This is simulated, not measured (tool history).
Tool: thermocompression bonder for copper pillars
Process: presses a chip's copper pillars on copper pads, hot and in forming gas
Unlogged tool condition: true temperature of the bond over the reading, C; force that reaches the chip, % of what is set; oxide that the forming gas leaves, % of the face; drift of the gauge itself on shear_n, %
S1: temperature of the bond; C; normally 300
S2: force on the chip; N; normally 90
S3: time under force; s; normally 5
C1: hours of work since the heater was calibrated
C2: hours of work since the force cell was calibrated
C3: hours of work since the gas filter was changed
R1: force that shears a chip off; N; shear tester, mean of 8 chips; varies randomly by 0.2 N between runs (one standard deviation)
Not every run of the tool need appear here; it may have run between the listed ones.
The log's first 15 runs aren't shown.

run    hour   S1   S2  S3    C1    C2   C3    R1
 16   859.8  300   90   5  1176   126  317  66.1
      894.4  -- forming gas filter changed
 17   895.5  300   90   5  1204   153    1    66
      929.3  -- heater calibrated with a thermocouple chip
 18   934.3  300   90   5     4   182   30  65.9
 19  1016.2  300   90   5    69   247   95  66.1
 20  1090.7  300   90   5   128   306  154  66.6
 21  1171.3  300   90   5   191   370  217  66.5
 22  1252.4  300  118   5   255   434  281  75.7
     1331.3  -- forming gas filter changed
 23  1335.8  305   98   7   321   499    4  77.9
 24  1373.2  305   98   7   350   529   33  78.1
 25  1417.5  284   75   7   385   564   68  57.5
 26  1478.8  276   90   6   434   612  117  56.6
 27  1528.1  325  121  10   473   651  156  91.7
 28  1562.3  300   91   3   500   678  183  59.2
 29  1635.3  300  128   5   558   736  240  79.4
 30  1674.8  317   80   6   589   767  272  76.1
 31  1747.2  307   59   5   646   825  329  57.4
     1770.6  -- forming gas filter changed
 32  1809.5  307   74   8   695   873   31  73.6
 33  1863.2  324   60   8   737   916   73    75
 34  1940.9  290   90   6   799   977  135  66.1
 35  1991.3  290   90   6   839  1017  174  66.2
     2001.9  -- gauge calibrated
 36  2051.1  289   72   4   886  1064  222  48.2
 37  2120.1  289   72   4   940  1119  276  48.4
     2151.7  -- force cell calibrated
 38  2159.3  316  129   4   970     6  306  81.2

4 ways to go on from here, each from the tool as it stands after run 38. What would each give?
     2209.5  -- forming gas filter changed
  A  2227.2  324  98   5  1023  59  14   ?
     2209.5  -- forming gas filter changed
  B  2227.2  300  89   5  1023  59  14   ?
     2209.5  -- forming gas filter changed
  C  2227.2  317  79   3  1023  59  14   ?
     2209.5  -- forming gas filter changed
  D  2227.2  312  90   5  1023  59  14   ?

run    R1
  A  80.2
  B  66.1
  C  62.4
  D  72.9
Without the tool's hidden state the same runs would have given:
run    R1
  A  79.4
  B  65.4
  C  61.8
  D  72.2
